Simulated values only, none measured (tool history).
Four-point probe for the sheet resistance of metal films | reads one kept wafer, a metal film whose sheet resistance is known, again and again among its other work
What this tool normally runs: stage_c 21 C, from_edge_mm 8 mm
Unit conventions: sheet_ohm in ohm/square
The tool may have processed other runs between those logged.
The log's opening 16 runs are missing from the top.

| run | hour | stage_c | from_edge_mm | sheet_ohm |
|---|---|---|---|---|
| 17 | 587.3 | 28 | 8 | 27.612533 |
| 18 | 617.6 | 28 | 8 | 27.605128 |
| 19 | 639.4 | 28 | 8 | 27.604259 |
| 20 | 662.9 | 28 | 8 | 27.601754 |
| 21 | 709.4 | 23 | 4 | 28.298902 |
| 22 | 733 | 23 | 4 | 28.302795 |
| 23 | 783.3 | 23 | 4 | 28.29721 |
| 24 | 828.3 | 24 | 6 | 27.806285 |
| 25 | 870.6 | 24 | 6 | 27.801842 |
| 26 | 911.7 | 22 | 19 | 27.444559 |
| 27 | 957.5 | 19 | 29 | 27.450327 |
| 28 | 991.4 | 21 | 30 | 27.418775 |
| 29 | 1020.5 | 33 | 8 | 27.537512 |
| 30 | 1053.8 | 23 | 74 | 27.399349 |
| 31 | 1079.1 | 24 | 16 | 27.445608 |
| 32 | 1128.3 | 23 | 20 | 27.433206 |
| 33 | 1158.4 | 21 | 17 | 27.457084 |
| 34 | 1187.9 | 34 | 9 | 27.483829 |
| 35 | 1236.8 | 34 | 9 | 27.485005 |
| 36 | 1269 | 21 | 4 | 28.286116 |
| 37 | 1307.8 | 21 | 6 | 27.80144 |
| 38 | 1333.8 | 28 | 37 | 27.347441 |
| 39 | 1360.5 | 25 | 39 | 27.372761 |
| 40 | 1386.6 | 21 | 18 | 27.432833 |

Each row is a separate what-if for the run after 40, all from the same tool condition, not one after another. Results?
| A | 1417.1 | 19 | 8 | ? |
| B | 1417.1 | 20 | 8 | ? |
| C | 1417.1 | 21 | 3 | ? |
| D | 1417.1 | 21 | 49 | ? |
| E | 1417.1 | 35 | 5 | ? |

| run | sheet_ohm |
|---|---|
| A | 27.625636 |
| B | 27.624963 |
| C | 28.945267 |
| D | 27.397813 |
| E | 27.853511 |
With no hidden state in the tool, these same runs would have given:
| run | sheet_ohm |
|---|---|
| A | 27.806854 |
| B | 27.806102 |
| C | 29.134309 |
| D | 27.577489 |
| E | 28.034914 |
